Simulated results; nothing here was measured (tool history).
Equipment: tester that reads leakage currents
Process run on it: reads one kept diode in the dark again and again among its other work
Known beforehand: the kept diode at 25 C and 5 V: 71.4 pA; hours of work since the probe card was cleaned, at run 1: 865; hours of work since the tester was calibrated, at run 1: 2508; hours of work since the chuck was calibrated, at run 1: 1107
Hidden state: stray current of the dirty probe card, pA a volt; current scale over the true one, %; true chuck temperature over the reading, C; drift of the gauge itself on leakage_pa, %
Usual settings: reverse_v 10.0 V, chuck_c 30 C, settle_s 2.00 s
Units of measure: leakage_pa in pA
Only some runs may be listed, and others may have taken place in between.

run    hour  reverse_v  chuck_c  settle_s  hours of work since the probe card was cleaned  hours of work since the tester was calibrated  hours of work since the chuck was calibrated  leakage_pa
  1     0.0       10.0       30      2.00                                             865                                           2508                                          1107      133.52
  2    86.0       10.0       30      2.00                                             912                                           2555                                          1154      133.58
  3   193.0       10.0       30      2.00                                             970                                           2613                                          1212      133.27
  4   270.3       10.0       30      2.00                                            1011                                           2655                                          1253      133.22
  5   318.9       10.0       30      2.00                                            1038                                           2681                                          1280      132.65
  6   373.9       10.0       30      2.00                                            1067                                           2711                                          1310      133.19
  7   491.6       10.0       30      2.00                                            1131                                           2774                                          1373      132.70
  8   547.3       10.0       30      2.00                                            1161                                           2804                                          1403      133.28
  9   650.2       10.0       30      2.00                                            1217                                           2860                                          1459      134.09
 10   727.9       10.0       55      2.00                                            1259                                           2902                                          1501      787.08
 11   817.0        1.2       55      2.00                                            1307                                           2950                                          1549      382.02
 12   930.0        1.2       55      5.81                                            1368                                           3011                                          1610      381.95
 13   989.4       10.0       26      2.00                                            1400                                           3044                                          1642       97.98
 14  1064.9       10.0       26      2.00                                            1441                                           3084                                          1683       98.33
 15  1128.9       10.0       24      2.00                                            1476                                           3119                                          1718       84.55
 16  1223.6       10.0       54      2.00                                            1527                                           3170                                          1769      733.05
 17  1299.7       10.0       54      2.00                                            1568                                           3211                                          1810      733.00
 18  1397.5       10.0       54      2.00                                            1621                                           3264                                          1863      731.07
 19  1466.3       13.1       49      2.00                                            1658                                           3301                                          1900      574.36
 20  1557.4       13.1       49      2.00                                            1708                                           3351                                          1950      570.62
 21  1622.4       10.0       56      0.88                                            1743                                           3386                                          1985      831.51
 22  1702.2       10.0       60      0.93                                            1786                                           3429                                          2028     1081.15
 23  1789.5       10.0       60      0.93                                            1833                                           3476                                          2075     1075.49
 24  1869.1        7.6       59      2.00                                            1876                                           3519                                          2118      919.23
     1902.1  -- chuck's temperature calibrated
 25  1948.8        7.0       30      2.00                                            1918                                           3561                                            25      120.35
 26  2033.6        9.7       28      4.31                                            1964                                           3607                                            71      116.63
 27  2133.4        9.7       36      8.80                                            2018                                           3661                                           125      210.76
 28  2224.5        1.9       46      4.39                                            2067                                           3710                                           174      245.12
 29  2291.2       10.0       48      2.00                                            2103                                           3747                                           210      496.69
 30  2400.9        1.5       22      1.77                                            2163                                           3806                                           270       37.26
 31  2462.3        1.5       22      1.77                                            2196                                           3839                                           303       37.07
 32  2513.4        7.6       21      1.36                                            2224                                           3867                                           331       63.33

Below are 3 alternative next runs, each starting from the tool's condition after run 32. Predict each:
  A  2600.3        2.5       29      0.36                                            2271                                           3914                                           378           ?
  B  2600.3        7.6       27      1.36                                            2271                                           3914                                           378           ?
  C  2600.3       11.3       30      2.00                                            2271                                           3914                                           378           ?

run  leakage_pa
  A       77.61
  B       99.76
  C      144.40
The same runs, with their run-to-run variation unchanged, on a tool lacking any hidden condition would have given:
run  leakage_pa
  A       78.44
  B       97.42
  C      140.77
